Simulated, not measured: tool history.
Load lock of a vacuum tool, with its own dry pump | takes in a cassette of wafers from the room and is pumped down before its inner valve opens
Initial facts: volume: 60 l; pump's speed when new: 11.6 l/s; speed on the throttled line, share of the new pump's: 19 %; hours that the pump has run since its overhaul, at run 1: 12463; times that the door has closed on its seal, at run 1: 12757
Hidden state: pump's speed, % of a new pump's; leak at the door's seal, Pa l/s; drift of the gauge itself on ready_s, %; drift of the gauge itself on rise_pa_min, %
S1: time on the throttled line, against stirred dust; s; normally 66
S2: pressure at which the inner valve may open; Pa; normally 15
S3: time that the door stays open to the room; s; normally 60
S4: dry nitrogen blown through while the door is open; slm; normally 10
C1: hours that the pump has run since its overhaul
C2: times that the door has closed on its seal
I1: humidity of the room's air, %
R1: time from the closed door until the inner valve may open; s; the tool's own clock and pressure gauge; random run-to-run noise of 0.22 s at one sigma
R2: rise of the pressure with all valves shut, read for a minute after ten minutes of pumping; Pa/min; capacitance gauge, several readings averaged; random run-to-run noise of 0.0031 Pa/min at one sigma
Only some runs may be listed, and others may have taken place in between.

run 1 hour=0.0 | S1=66 S2=15 S3=60 S4=10 | C1=12463 C2=12757 | I1=45.1 | R1=101.9 R2=0.083
run 2 hour=312.6 | S1=66 S2=15 S3=60 S4=10 | C1=12775 C2=13131 | I1=45.3 | R1=101.9 R2=0.087
run 3 hour=511.4 | S1=66 S2=15 S3=52 S4=10 | C1=12974 C2=13369 | I1=47.6 | R1=101.8 R2=0.088
run 4 hour=943.2 | S1=66 S2=21 S3=60 S4=10 | C1=13406 C2=13886 | I1=46.1 | R1=100.2 R2=0.088
run 5 hour=1378.3 | S1=66 S2=15 S3=60 S4=10 | C1=13841 C2=14407 | I1=43.4 | R1=102.6 R2=0.085
run 6 hour=1708.0 | S1=66 S2=15 S3=60 S4=10 | C1=14171 C2=14802 | I1=44.7 | R1=101.9 R2=0.097
run 7 hour=2027.1 | S1=66 S2=15 S3=60 S4=10 | C1=14490 C2=15184 | I1=42.2 | R1=102.0 R2=0.096
run 8 hour=2402.6 | S1=66 S2=15 S3=60 S4=10 | C1=14865 C2=15634 | I1=44.3 | R1=102.5 R2=0.094
run 9 hour=2605.0 | S1=66 S2=15 S3=60 S4=10 | C1=15068 C2=15876 | I1=48.3 | R1=102.2 R2=0.101
run 10 hour=2825.1 | S1=66 S2=15 S3=60 S4=10 | C1=15288 C2=16140 | I1=43.6 | R1=102.3 R2=0.093
run 11 hour=3025.2 | S1=66 S2=15 S3=60 S4=10 | C1=15488 C2=16379 | I1=46.4 | R1=102.3 R2=0.106
run 12 hour=3239.7 | S1=66 S2=15 S3=64 S4=10 | C1=15703 C2=16636 | I1=50.0 | R1=102.7 R2=0.102
run 13 hour=3668.2 | S1=66 S2=15 S3=60 S4=10 | C1=16131 C2=17149 | I1=44.9 | R1=102.8 R2=0.105
run 14 hour=3896.0 | S1=66 S2=15 S3=60 S4=10 | C1=16359 C2=17422 | I1=47.6 | R1=102.7 R2=0.112
run 15 hour=4320.9 | S1=66 S2=15 S3=60 S4=10 | C1=16784 C2=17931 | I1=43.8 | R1=102.7 R2=0.103
run 16 hour=4764.0 | S1=38 S2=15 S3=60 S4=10 | C1=17227 C2=18461 | I1=48.1 | R1=80.5 R2=0.118
run 17 hour=4958.1 | S1=38 S2=15 S3=60 S4=10 | C1=17421 C2=18694 | I1=44.9 | R1=80.9 R2=0.111
run 18 hour=5239.5 | S1=86 S2=15 S3=60 S4=10 | C1=17702 C2=19031 | I1=44.8 | R1=118.9 R2=0.110
run 19 hour=5642.0 | S1=83 S2=12 S3=214 S4=10 | C1=18105 C2=19513 | I1=46.5 | R1=117.4 R2=0.194
run 20 hour=5870.3 | S1=46 S2=12 S3=239 S4=10 | C1=18333 C2=19786 | I1=45.9 | R1=88.3 R2=0.206
run 21 hour=6058.8 | S1=46 S2=12 S3=239 S4=10 | C1=18522 C2=20012 | I1=45.2 | R1=88.9 R2=0.204
run 22 hour=6287.6 | S1=46 S2=12 S3=239 S4=10 | C1=18750 C2=20286 | I1=44.9 | R1=88.7 R2=0.213
run 23 hour=6501.3 | S1=81 S2=12 S3=239 S4=10 | C1=18964 C2=20542 | I1=43.4 | R1=116.5 R2=0.199
run 24 hour=6783.9 | S1=66 S2=15 S3=32 S4=10 | C1=19247 C2=20880 | I1=43.3 | R1=103.2 R2=0.102
run 25 hour=7076.6 | S1=66 S2=13 S3=69 S4=9 | C1=19540 C2=21231 | I1=49.1 | R1=104.1 R2=0.137
run 26 hour=7520.0 | S1=66 S2=11 S3=175 S4=10 | C1=19983 C2=21762 | I1=48.6 | R1=105.4 R2=0.197
run 27 hour=7936.8 | S1=99 S2=29 S3=43 S4=13 | C1=20400 C2=22261 | I1=44.3 | R1=125.0 R2=0.121
run 28 hour=8179.0 | S1=99 S2=29 S3=43 S4=13 | C1=20642 C2=22551 | I1=44.8 | R1=125.7 R2=0.114
run 29 hour=8506.8 | S1=117 S2=15 S3=60 S4=15 | C1=20970 C2=22943 | I1=44.7 | R1=143.8 R2=0.127
run 30 hour=8921.8 | S1=92 S2=15 S3=60 S4=15 | C1=21385 C2=23440 | I1=41.2 | R1=124.3 R2=0.126
run 31 hour=9172.0 | S1=66 S2=15 S3=48 S4=5 | C1=21635 C2=23740 | I1=50.1 | R1=103.8 R2=0.137
run 32 hour=9622.6 | S1=107 S2=17 S3=112 S4=32 | C1=22086 C2=24280 | I1=45.8 | R1=135.4 R2=0.142
run 33 hour=10034.8 | S1=34 S2=17 S3=31 S4=32 | C1=22498 C2=24773 | I1=44.0 | R1=78.1 R2=0.113
run 34 hour=10362.9 | S1=34 S2=17 S3=31 S4=32 | C1=22826 C2=25166 | I1=44.7 | R1=78.5 R2=0.118
run 35 hour=10812.8 | S1=34 S2=17 S3=31 S4=32 | C1=23276 C2=25705 | I1=41.9 | R1=78.0 R2=0.120
-- hour=11115.5 dry pump taken out, an overhauled one fitted
run 36 hour=11115.5 | S1=66 S2=15 S3=190 S4=21 | C1=0 C2=26060 | I1=45.0 | R1=98.9 R2=0.194

Branching from run 36: 3 alternative next runs. What would each branch give?
run A hour=11302.1 | S1=66 S2=22 S3=60 S4=10 | C1=187 C2=26284 | I1=46.3 | R1=? R2=?
run B hour=11302.1 | S1=99 S2=22 S3=60 S4=5 | C1=187 C2=26284 | I1=45.4 | R1=? R2=?
run C hour=11302.1 | S1=66 S2=16 S3=127 S4=22 | C1=187 C2=26284 | I1=47.8 | R1=? R2=?

run=A R1=97.0 R2=0.152
run=B R1=124.0 R2=0.158
run=C R1=98.3 R2=0.175
Without the tool's hidden state the same runs would have given:
run=A R1=97.2 R2=0.051
run=B R1=124.2 R2=0.057
run=C R1=98.5 R2=0.074
